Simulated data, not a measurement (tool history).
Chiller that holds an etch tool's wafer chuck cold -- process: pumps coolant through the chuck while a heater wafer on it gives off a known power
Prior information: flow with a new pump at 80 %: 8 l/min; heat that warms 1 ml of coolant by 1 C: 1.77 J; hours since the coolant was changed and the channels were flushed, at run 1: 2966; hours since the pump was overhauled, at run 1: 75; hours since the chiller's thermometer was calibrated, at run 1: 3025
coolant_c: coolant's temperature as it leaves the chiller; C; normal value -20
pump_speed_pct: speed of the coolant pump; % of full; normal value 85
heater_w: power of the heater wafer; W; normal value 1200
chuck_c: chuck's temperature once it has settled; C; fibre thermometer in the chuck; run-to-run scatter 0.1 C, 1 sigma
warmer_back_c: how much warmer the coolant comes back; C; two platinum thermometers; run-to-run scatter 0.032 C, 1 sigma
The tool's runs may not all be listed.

| run | hour | coolant_c | pump_speed_pct | heater_w | hours since the coolant was changed and the channels were flushed | hours since the pump was overhauled | hours since the chiller's thermometer was calibrated | chuck_c | warmer_back_c |
|---|---|---|---|---|---|---|---|---|---|
| 1 | 0 | -20 | 85 | 1200 | 2966 | 75 | 3025 | -11.4 | 4.79 |
| 2 | 135.6 | -20 | 69 | 1200 | 3102 | 211 | 3161 | -9.4 | 6.11 |
| 3 | 348.2 | -20 | 69 | 1200 | 3315 | 423 | 3374 | -9.7 | 6.08 |
| 4 | 489.1 | -20 | 69 | 1200 | 3456 | 564 | 3514 | -9.4 | 6.15 |
| 5 | 634.2 | -20 | 69 | 1200 | 3601 | 709 | 3659 | -9.3 | 6.09 |
| 6 | 802.4 | -20 | 69 | 1200 | 3769 | 878 | 3828 | -9.4 | 6.08 |
| 7 | 945.2 | -20 | 69 | 1200 | 3912 | 1020 | 3970 | -9.2 | 6.09 |
| 8 | 1117.7 | -20 | 64 | 1200 | 4084 | 1193 | 4143 | -8.5 | 6.73 |
| 9 | 1327.8 | -26 | 85 | 1200 | 4294 | 1403 | 4353 | -17.3 | 4.84 |
| 10 | 1431.5 | -14 | 85 | 1301 | 4398 | 1507 | 4457 | -4.6 | 5.24 |
| 11 | 1582.8 | -20 | 85 | 883 | 4549 | 1658 | 4608 | -13.8 | 3.59 |
| 12 | 1673.2 | -20 | 95 | 907 | 4640 | 1748 | 4699 | -14.4 | 3.25 |
| 13 | 1789.8 | -20 | 90 | 1418 | 4756 | 1865 | 4815 | -10 | 5.45 |
| 14 | 1915.7 | -20 | 90 | 1418 | 4882 | 1991 | 4941 | -10.2 | 5.39 |
| 15 | 2065.1 | -21 | 62 | 848 | 5032 | 2140 | 5090 | -12.8 | 4.95 |
|  | 2118 | chiller's thermometer calibrated |
|  | 2210.7 | coolant changed, channels flushed |
| 16 | 2274.9 | -21 | 62 | 848 | 64 | 2343 | 151 | -12.7 | 4.96 |
| 17 | 2469 | -13 | 66 | 802 | 258 | 2537 | 345 | -5.6 | 4.44 |

Predict each of these 4 candidate next runs independently; none follows another, all start after run 17:
| A | 2665.9 | -20 | 85 | 848 | 455 | 2734 | 542 | ? | ? |
| B | 2665.9 | -12 | 78 | 1510 | 455 | 2734 | 542 | ? | ? |
| C | 2665.9 | -11 | 71 | 1200 | 455 | 2734 | 542 | ? | ? |
| D | 2665.9 | -13 | 66 | 844 | 455 | 2734 | 542 | ? | ? |

| run | chuck_c | warmer_back_c |
|---|---|---|
| A | -13.9 | 3.51 |
| B | -0.1 | 6.87 |
| C | -0.7 | 6.1 |
| D | -5.4 | 4.58 |
Without the tool's unlogged condition, the same runs would have read:
| run | chuck_c | warmer_back_c |
|---|---|---|
| A | -14 | 3.39 |
| B | -0.4 | 6.64 |
| C | -1 | 5.89 |
| D | -5.5 | 4.42 |
